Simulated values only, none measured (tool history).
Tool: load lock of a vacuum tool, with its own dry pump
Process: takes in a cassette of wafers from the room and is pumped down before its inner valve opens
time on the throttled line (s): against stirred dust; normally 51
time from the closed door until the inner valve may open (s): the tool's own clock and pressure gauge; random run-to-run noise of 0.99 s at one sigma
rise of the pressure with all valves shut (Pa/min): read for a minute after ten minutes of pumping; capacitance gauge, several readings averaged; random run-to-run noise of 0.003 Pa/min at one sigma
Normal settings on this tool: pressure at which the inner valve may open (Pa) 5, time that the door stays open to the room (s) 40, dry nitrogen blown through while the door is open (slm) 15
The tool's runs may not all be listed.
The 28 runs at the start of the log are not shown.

run,day,time on the throttled line (s),pressure at which the inner valve may open (Pa),time that the door stays open to the room (s),dry nitrogen blown through while the door is open (slm),hours that the pump has run since its overhaul,times that the door has closed on its seal,"incoming humidity of the room's air, %",time from the closed door until the inner valve may open (s),rise of the pressure with all valves shut (Pa/min)
29,459.646,40,8,40,9,18657,28902,46.0,163.4,0.193
30,480.379,40,8,40,9,19155,29469,43.3,163.5,0.205
31,489.579,40,8,239,13,19375,29721,41.3,165.1,0.215
32,509.025,90,8,125,13,19842,30253,44.8,195.9,0.215
33,528.575,90,8,125,13,20311,30787,43.1,196.5,0.218
34,543.704,90,8,125,13,20674,31201,43.1,200.2,0.230
35,557.771,86,5,40,40,21012,31586,44.4,206.5,0.216
36,577.492,94,5,40,9,21485,32125,46.0,212.3,0.237
37,594.154,51,4,64,6,21885,32581,48.3,186.5,0.238

Each row is a separate what-if for the run after 37, all from the same tool condition, not one after another. Results?
A,603.900,89,5,40,15,22119,32847,45.1,?,?
B,603.900,51,5,40,12,22119,32847,44.0,?,?
C,603.900,35,4,64,6,22119,32847,48.8,?,?
D,603.900,51,7,64,6,22119,32847,46.2,?,?

run,time from the closed door until the inner valve may open (s),rise of the pressure with all valves shut (Pa/min)
A,205.4,0.238
B,183.2,0.233
C,177.9,0.244
D,179.3,0.245
What these runs would have given with no unlogged condition in the tool:
run,time from the closed door until the inner valve may open (s),rise of the pressure with all valves shut (Pa/min)
A,182.6,0.017
B,157.9,0.014
C,150.1,0.026
D,154.8,0.026

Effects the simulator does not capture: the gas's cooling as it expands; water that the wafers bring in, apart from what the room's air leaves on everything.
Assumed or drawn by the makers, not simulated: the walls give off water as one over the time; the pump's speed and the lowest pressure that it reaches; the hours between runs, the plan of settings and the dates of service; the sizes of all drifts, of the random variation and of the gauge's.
